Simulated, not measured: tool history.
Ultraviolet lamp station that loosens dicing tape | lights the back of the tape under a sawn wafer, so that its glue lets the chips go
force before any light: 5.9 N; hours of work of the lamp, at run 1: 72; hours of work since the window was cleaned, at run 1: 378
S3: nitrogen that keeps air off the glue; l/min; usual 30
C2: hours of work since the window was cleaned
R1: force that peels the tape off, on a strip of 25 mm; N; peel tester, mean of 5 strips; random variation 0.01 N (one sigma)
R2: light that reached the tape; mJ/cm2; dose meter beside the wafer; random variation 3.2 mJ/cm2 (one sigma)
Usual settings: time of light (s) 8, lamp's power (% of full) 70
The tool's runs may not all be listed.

{"run": 1, "hour": 0.0, "time of light (s)": 8, "lamp's power (% of full)": 70, "S3": 30, "hours of work of the lamp": 72, "C2": 378, "R1": 0.57, "R2": 438}
{"run": 2, "hour": 13.1, "time of light (s)": 8, "lamp's power (% of full)": 70, "S3": 30, "hours of work of the lamp": 78, "C2": 383, "R1": 0.571, "R2": 435}
{"run": 3, "hour": 27.8, "time of light (s)": 8, "lamp's power (% of full)": 70, "S3": 30, "hours of work of the lamp": 84, "C2": 389, "R1": 0.581, "R2": 438}
{"run": 4, "hour": 37.7, "time of light (s)": 8, "lamp's power (% of full)": 70, "S3": 30, "hours of work of the lamp": 88, "C2": 393, "R1": 0.576, "R2": 441}
{"run": 5, "hour": 53.8, "time of light (s)": 8, "lamp's power (% of full)": 70, "S3": 30, "hours of work of the lamp": 95, "C2": 400, "R1": 0.6, "R2": 440}
{"run": 6, "hour": 61.7, "time of light (s)": 8, "lamp's power (% of full)": 70, "S3": 30, "hours of work of the lamp": 98, "C2": 404, "R1": 0.58, "R2": 435}
{"run": 7, "hour": 74.4, "time of light (s)": 8, "lamp's power (% of full)": 70, "S3": 30, "hours of work of the lamp": 103, "C2": 409, "R1": 0.598, "R2": 436}
{"run": 8, "hour": 93.4, "time of light (s)": 8, "lamp's power (% of full)": 70, "S3": 49, "hours of work of the lamp": 111, "C2": 417, "R1": 0.454, "R2": 432}
{"run": 9, "hour": 109.1, "time of light (s)": 8, "lamp's power (% of full)": 70, "S3": 30, "hours of work of the lamp": 118, "C2": 423, "R1": 0.603, "R2": 431}
{"run": 10, "hour": 126.1, "time of light (s)": 8, "lamp's power (% of full)": 70, "S3": 20, "hours of work of the lamp": 125, "C2": 431, "R1": 0.835, "R2": 429}
{"run": 11, "hour": 144.2, "time of light (s)": 8, "lamp's power (% of full)": 70, "S3": 20, "hours of work of the lamp": 133, "C2": 438, "R1": 0.841, "R2": 427}
{"hour": 156.7, "done": "window cleaned of glue's vapour"}
{"run": 12, "hour": 158.9, "time of light (s)": 8, "lamp's power (% of full)": 70, "S3": 20, "hours of work of the lamp": 139, "C2": 1, "R1": 0.658, "R2": 479}
{"run": 13, "hour": 176.3, "time of light (s)": 8, "lamp's power (% of full)": 70, "S3": 20, "hours of work of the lamp": 146, "C2": 8, "R1": 0.675, "R2": 475}
{"run": 14, "hour": 195.7, "time of light (s)": 8, "lamp's power (% of full)": 79, "S3": 30, "hours of work of the lamp": 154, "C2": 16, "R1": 0.385, "R2": 531}
{"run": 15, "hour": 209.3, "time of light (s)": 8, "lamp's power (% of full)": 79, "S3": 13, "hours of work of the lamp": 160, "C2": 22, "R1": 0.763, "R2": 532}
{"run": 16, "hour": 222.0, "time of light (s)": 8, "lamp's power (% of full)": 79, "S3": 11, "hours of work of the lamp": 165, "C2": 27, "R1": 0.85, "R2": 534}
{"run": 17, "hour": 239.8, "time of light (s)": 8, "lamp's power (% of full)": 79, "S3": 11, "hours of work of the lamp": 172, "C2": 35, "R1": 0.887, "R2": 532}
{"run": 18, "hour": 248.2, "time of light (s)": 8, "lamp's power (% of full)": 96, "S3": 30, "hours of work of the lamp": 176, "C2": 38, "R1": 0.294, "R2": 642}
{"run": 19, "hour": 265.2, "time of light (s)": 8, "lamp's power (% of full)": 96, "S3": 30, "hours of work of the lamp": 183, "C2": 46, "R1": 0.296, "R2": 646}
{"run": 20, "hour": 282.8, "time of light (s)": 8, "lamp's power (% of full)": 96, "S3": 30, "hours of work of the lamp": 190, "C2": 53, "R1": 0.292, "R2": 641}
{"run": 21, "hour": 292.9, "time of light (s)": 8, "lamp's power (% of full)": 70, "S3": 11, "hours of work of the lamp": 195, "C2": 57, "R1": 1.066, "R2": 466}
{"run": 22, "hour": 301.6, "time of light (s)": 8, "lamp's power (% of full)": 70, "S3": 11, "hours of work of the lamp": 198, "C2": 61, "R1": 1.093, "R2": 459}
{"run": 23, "hour": 318.6, "time of light (s)": 5, "lamp's power (% of full)": 95, "S3": 30, "hours of work of the lamp": 206, "C2": 68, "R1": 0.717, "R2": 389}
{"run": 24, "hour": 332.7, "time of light (s)": 5, "lamp's power (% of full)": 95, "S3": 30, "hours of work of the lamp": 211, "C2": 74, "R1": 0.751, "R2": 382}
{"run": 25, "hour": 348.9, "time of light (s)": 5, "lamp's power (% of full)": 95, "S3": 30, "hours of work of the lamp": 218, "C2": 81, "R1": 0.741, "R2": 384}
{"run": 26, "hour": 358.2, "time of light (s)": 5, "lamp's power (% of full)": 95, "S3": 30, "hours of work of the lamp": 222, "C2": 85, "R1": 0.744, "R2": 385}
{"run": 27, "hour": 371.2, "time of light (s)": 5, "lamp's power (% of full)": 95, "S3": 30, "hours of work of the lamp": 228, "C2": 90, "R1": 0.766, "R2": 384}
{"run": 28, "hour": 384.3, "time of light (s)": 7, "lamp's power (% of full)": 71, "S3": 30, "hours of work of the lamp": 233, "C2": 95, "R1": 0.679, "R2": 400}
{"run": 29, "hour": 400.6, "time of light (s)": 7, "lamp's power (% of full)": 71, "S3": 30, "hours of work of the lamp": 240, "C2": 102, "R1": 0.687, "R2": 398}
{"run": 30, "hour": 417.3, "time of light (s)": 7, "lamp's power (% of full)": 71, "S3": 30, "hours of work of the lamp": 247, "C2": 109, "R1": 0.694, "R2": 396}

The next listed run, before its measurement:
{"run": 31, "hour": 429.0, "time of light (s)": 4, "lamp's power (% of full)": 71, "S3": 55, "hours of work of the lamp": 252, "C2": 114, "R1": "?", "R2": "?"}

Run 31 gave R1 1.260 N, R2 229 mJ/cm2.
Without the tool's hidden state the same run would have given R1 1.025 N, R2 262 mJ/cm2.

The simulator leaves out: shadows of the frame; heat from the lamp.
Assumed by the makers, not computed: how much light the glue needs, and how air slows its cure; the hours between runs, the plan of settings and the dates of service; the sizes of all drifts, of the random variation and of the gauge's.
